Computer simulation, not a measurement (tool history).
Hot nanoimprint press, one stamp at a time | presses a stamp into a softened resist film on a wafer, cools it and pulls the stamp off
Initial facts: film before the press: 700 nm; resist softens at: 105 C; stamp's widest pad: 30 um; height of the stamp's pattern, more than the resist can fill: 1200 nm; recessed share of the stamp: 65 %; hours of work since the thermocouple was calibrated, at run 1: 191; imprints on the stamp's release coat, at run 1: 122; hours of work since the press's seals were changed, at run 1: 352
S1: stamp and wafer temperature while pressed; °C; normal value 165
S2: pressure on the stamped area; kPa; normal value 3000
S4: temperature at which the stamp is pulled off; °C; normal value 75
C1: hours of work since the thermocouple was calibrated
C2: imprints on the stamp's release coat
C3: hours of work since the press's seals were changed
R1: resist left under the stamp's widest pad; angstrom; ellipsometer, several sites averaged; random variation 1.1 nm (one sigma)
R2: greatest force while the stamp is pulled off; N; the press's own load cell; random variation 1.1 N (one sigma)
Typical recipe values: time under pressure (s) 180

run 1 hour=0.0 | S1=165 S2=3000 time_under_pressure_(s)=180 S4=75 | C1=191 C2=122 C3=352 | R1=3688 R2=215
run 2 hour=23.9 | S1=165 S2=3000 time_under_pressure_(s)=180 S4=75 | C1=201 C2=152 C3=362 | R1=3689 R2=216
run 3 hour=37.0 | S1=165 S2=3000 time_under_pressure_(s)=180 S4=75 | C1=206 C2=169 C3=367 | R1=3666 R2=216
run 4 hour=49.6 | S1=165 S2=3000 time_under_pressure_(s)=180 S4=75 | C1=211 C2=184 C3=372 | R1=3673 R2=216
run 5 hour=70.5 | S1=165 S2=3860 time_under_pressure_(s)=180 S4=75 | C1=220 C2=210 C3=381 | R1=3201 R2=219
run 6 hour=81.7 | S1=165 S2=3860 time_under_pressure_(s)=180 S4=75 | C1=224 C2=224 C3=385 | R1=3193 R2=218
run 7 hour=95.6 | S1=165 S2=2120 time_under_pressure_(s)=180 S4=75 | C1=230 C2=242 C3=391 | R1=4354 R2=217
run 8 hour=108.1 | S1=165 S2=2120 time_under_pressure_(s)=180 S4=75 | C1=235 C2=257 C3=396 | R1=4341 R2=216
run 9 hour=132.4 | S1=165 S2=2120 time_under_pressure_(s)=180 S4=75 | C1=245 C2=288 C3=405 | R1=4356 R2=218
run 10 hour=149.1 | S1=165 S2=2120 time_under_pressure_(s)=180 S4=75 | C1=252 C2=308 C3=412 | R1=4348 R2=217
run 11 hour=167.6 | S1=165 S2=2120 time_under_pressure_(s)=180 S4=62 | C1=259 C2=332 C3=420 | R1=4329 R2=239
run 12 hour=179.9 | S1=165 S2=2490 time_under_pressure_(s)=180 S4=75 | C1=264 C2=347 C3=425 | R1=4007 R2=219
run 13 hour=205.0 | S1=165 S2=3000 time_under_pressure_(s)=122 S4=75 | C1=274 C2=378 C3=435 | R1=4112 R2=219
run 14 hour=222.6 | S1=165 S2=3000 time_under_pressure_(s)=122 S4=75 | C1=281 C2=400 C3=442 | R1=4087 R2=218
run 15 hour=243.2 | S1=165 S2=3000 time_under_pressure_(s)=252 S4=75 | C1=290 C2=426 C3=450 | R1=3313 R2=219
run 16 hour=258.8 | S1=163 S2=3000 time_under_pressure_(s)=211 S4=80 | C1=296 C2=445 C3=456 | R1=3716 R2=212
run 17 hour=279.0 | S1=163 S2=3000 time_under_pressure_(s)=211 S4=80 | C1=304 C2=471 C3=465 | R1=3718 R2=211
run 18 hour=292.5 | S1=163 S2=3000 time_under_pressure_(s)=211 S4=80 | C1=309 C2=488 C3=470 | R1=3720 R2=213
run 19 hour=304.6 | S1=163 S2=3480 time_under_pressure_(s)=201 S4=63 | C1=314 C2=503 C3=475 | R1=3475 R2=239
run 20 hour=326.8 | S1=162 S2=3000 time_under_pressure_(s)=192 S4=75 | C1=323 C2=530 C3=484 | R1=3962 R2=222
run 21 hour=343.8 | S1=165 S2=2820 time_under_pressure_(s)=180 S4=72 | C1=330 C2=552 C3=491 | R1=3775 R2=226
-- hour=363.3 stamp cleaned and given a new release coat
run 22 hour=370.7 | S1=164 S2=2490 time_under_pressure_(s)=111 S4=69 | C1=339 C2=10 C3=499 | R1=4698 R2=223
run 23 hour=385.3 | S1=158 S2=2020 time_under_pressure_(s)=251 S4=79 | C1=344 C2=28 C3=505 | R1=4916 R2=206
run 24 hour=396.3 | S1=158 S2=2020 time_under_pressure_(s)=251 S4=79 | C1=349 C2=42 C3=509 | R1=4917 R2=206
run 25 hour=417.2 | S1=169 S2=3000 time_under_pressure_(s)=92 S4=69 | C1=357 C2=68 C3=518 | R1=3958 R2=223
run 26 hour=441.2 | S1=165 S2=1840 time_under_pressure_(s)=180 S4=67 | C1=367 C2=98 C3=528 | R1=4589 R2=225
run 27 hour=466.4 | S1=165 S2=3000 time_under_pressure_(s)=155 S4=63 | C1=377 C2=129 C3=538 | R1=3806 R2=234
run 28 hour=487.0 | S1=165 S2=4680 time_under_pressure_(s)=223 S4=75 | C1=385 C2=155 C3=546 | R1=2680 R2=214
run 29 hour=509.9 | S1=159 S2=2780 time_under_pressure_(s)=145 S4=75 | C1=395 C2=183 C3=555 | R1=4778 R2=214

Selected run-to-run steps in R1, each split into two signed amounts: the part the tool would show with no hidden state at all (from settings, incoming material and random variation), and the remainder, which goes to the hidden state together with any gauge scatter not common to the measured and the hidden-state-free results:
The hidden state here: true temperature over the reading, C; pressure that arrives at the usual setting, %; grip of the stamp's worn release coat, % over a new coat's; drift of the gauge itself on residual_nm, %; drift of the gauge itself on pull_off_n, %.
Run 6 -> 7: S2 3860 -> 2120. R1 +1161 angstrom: hidden state -29, all else +1190.
Run 27 -> 28: S2 3000 -> 4680, time under pressure (s) 155 -> 223, S4 63 -> 75. R1 -1126 angstrom: hidden state +37, all else -1163.
Run 28 -> 29: S1 165 -> 159, S2 4680 -> 2780, time under pressure (s) 223 -> 145. R1 +2098 angstrom: hidden state -53, all else +2151.
